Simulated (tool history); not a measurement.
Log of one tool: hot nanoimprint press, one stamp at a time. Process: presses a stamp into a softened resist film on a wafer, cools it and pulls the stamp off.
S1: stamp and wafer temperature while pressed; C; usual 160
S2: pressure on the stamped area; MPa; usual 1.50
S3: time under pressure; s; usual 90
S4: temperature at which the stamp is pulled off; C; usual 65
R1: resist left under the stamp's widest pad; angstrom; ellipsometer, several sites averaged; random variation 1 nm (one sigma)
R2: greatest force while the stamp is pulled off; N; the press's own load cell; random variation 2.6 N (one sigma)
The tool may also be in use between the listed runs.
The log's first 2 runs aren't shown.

run,hour,S1,S2,S3,S4,R1,R2
3,30.2,153,1.26,90,65,2064,151
4,53.6,160,0.99,90,65,1720,157
5,72.3,160,1.50,90,65,1517,156
6,94.2,160,1.50,90,65,1522,152
7,119.3,160,1.50,90,65,1513,165
8,147.1,160,1.50,90,65,1515,160
9,164.5,160,1.50,90,65,1517,160
10,191.8,160,1.50,90,54,1526,202
11,212.7,160,1.50,90,54,1534,217
12,241.1,171,1.50,90,65,844,164
13,255.5,171,1.50,90,65,853,167
14,283.0,171,1.50,90,65,853,167
15,299.8,171,1.09,90,65,994,163
16,324.5,171,1.09,90,65,987,162

The next listed run, before its measurement:
17,345.0,171,1.09,90,65,?,?

Run 17 gave R1 985 angstrom, R2 170 N.
Without the tool's hidden state the same run would have given R1 933 angstrom, R2 122 N.
